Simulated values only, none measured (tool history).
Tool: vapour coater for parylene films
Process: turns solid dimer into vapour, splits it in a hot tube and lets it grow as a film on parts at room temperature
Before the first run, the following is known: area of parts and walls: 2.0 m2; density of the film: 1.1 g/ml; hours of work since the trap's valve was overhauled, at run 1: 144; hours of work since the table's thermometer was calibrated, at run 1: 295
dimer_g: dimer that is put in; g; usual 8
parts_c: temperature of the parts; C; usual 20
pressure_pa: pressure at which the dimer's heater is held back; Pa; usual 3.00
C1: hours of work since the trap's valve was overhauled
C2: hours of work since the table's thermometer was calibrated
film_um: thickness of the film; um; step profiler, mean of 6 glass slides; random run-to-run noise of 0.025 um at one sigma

run 1 hour=0.0 | dimer_g=8 parts_c=20 pressure_pa=3.00 | C1=144 C2=295 | film_um=1.71
run 2 hour=49.1 | dimer_g=8 parts_c=20 pressure_pa=3.00 | C1=167 C2=318 | film_um=1.74
run 3 hour=100.3 | dimer_g=8 parts_c=20 pressure_pa=3.00 | C1=191 C2=341 | film_um=1.71
run 4 hour=154.5 | dimer_g=7 parts_c=20 pressure_pa=3.00 | C1=216 C2=366 | film_um=1.43
run 5 hour=209.7 | dimer_g=7 parts_c=20 pressure_pa=3.00 | C1=241 C2=392 | film_um=1.42
-- hour=239.7 trap's valve overhauled
run 6 hour=273.5 | dimer_g=8 parts_c=20 pressure_pa=3.00 | C1=16 C2=420 | film_um=1.50
run 7 hour=306.2 | dimer_g=8 parts_c=20 pressure_pa=3.00 | C1=31 C2=435 | film_um=1.49
run 8 hour=332.4 | dimer_g=8 parts_c=20 pressure_pa=3.00 | C1=43 C2=447 | film_um=1.49
run 9 hour=378.4 | dimer_g=8 parts_c=20 pressure_pa=3.00 | C1=64 C2=468 | film_um=1.50
-- hour=393.4 trap's valve overhauled, once more
run 10 hour=443.3 | dimer_g=8 parts_c=20 pressure_pa=3.00 | C1=23 C2=496 | film_um=1.81
run 11 hour=486.7 | dimer_g=8 parts_c=20 pressure_pa=3.00 | C1=43 C2=517 | film_um=1.80
run 12 hour=549.5 | dimer_g=8 parts_c=20 pressure_pa=3.00 | C1=72 C2=546 | film_um=1.82
run 13 hour=578.5 | dimer_g=8 parts_c=20 pressure_pa=3.00 | C1=86 C2=559 | film_um=1.78
run 14 hour=606.1 | dimer_g=8 parts_c=20 pressure_pa=3.00 | C1=98 C2=572 | film_um=1.76
run 15 hour=649.0 | dimer_g=8 parts_c=20 pressure_pa=3.00 | C1=118 C2=592 | film_um=1.77
run 16 hour=680.0 | dimer_g=8 parts_c=20 pressure_pa=3.00 | C1=133 C2=606 | film_um=1.77
run 17 hour=719.6 | dimer_g=8 parts_c=20 pressure_pa=3.00 | C1=151 C2=624 | film_um=1.74
run 18 hour=772.5 | dimer_g=8 parts_c=18 pressure_pa=3.00 | C1=176 C2=649 | film_um=1.76
run 19 hour=800.6 | dimer_g=8 parts_c=18 pressure_pa=3.00 | C1=189 C2=662 | film_um=1.73
run 20 hour=864.8 | dimer_g=14 parts_c=18 pressure_pa=3.19 | C1=218 C2=692 | film_um=2.98
run 21 hour=922.2 | dimer_g=5 parts_c=16 pressure_pa=3.00 | C1=245 C2=718 | film_um=1.10
-- hour=940.4 trap's valve overhauled
run 22 hour=968.3 | dimer_g=5 parts_c=21 pressure_pa=2.76 | C1=13 C2=738 | film_um=1.11
run 23 hour=1010.6 | dimer_g=5 parts_c=21 pressure_pa=2.76 | C1=32 C2=757 | film_um=1.13
run 24 hour=1055.6 | dimer_g=5 parts_c=21 pressure_pa=6.80 | C1=53 C2=778 | film_um=0.94
run 25 hour=1083.3 | dimer_g=3 parts_c=14 pressure_pa=6.80 | C1=66 C2=791 | film_um=0.64
run 26 hour=1136.5 | dimer_g=4 parts_c=14 pressure_pa=3.00 | C1=91 C2=816 | film_um=1.00
run 27 hour=1187.8 | dimer_g=5 parts_c=30 pressure_pa=3.00 | C1=115 C2=839 | film_um=0.90
run 28 hour=1228.8 | dimer_g=8 parts_c=23 pressure_pa=6.16 | C1=134 C2=858 | film_um=1.42
run 29 hour=1269.3 | dimer_g=8 parts_c=23 pressure_pa=6.16 | C1=152 C2=877 | film_um=1.44
run 30 hour=1327.4 | dimer_g=10 parts_c=13 pressure_pa=4.47 | C1=179 C2=904 | film_um=2.22

What does the tool deliver on the next run?
run 31 hour=1376.7 | dimer_g=10 parts_c=13 pressure_pa=4.47 | C1=202 C2=927 | film_um=?

film_um: 2.17 um
If the tool had no hidden condition, the same run with the same run-to-run variation would have returned film_um 2.42 um.

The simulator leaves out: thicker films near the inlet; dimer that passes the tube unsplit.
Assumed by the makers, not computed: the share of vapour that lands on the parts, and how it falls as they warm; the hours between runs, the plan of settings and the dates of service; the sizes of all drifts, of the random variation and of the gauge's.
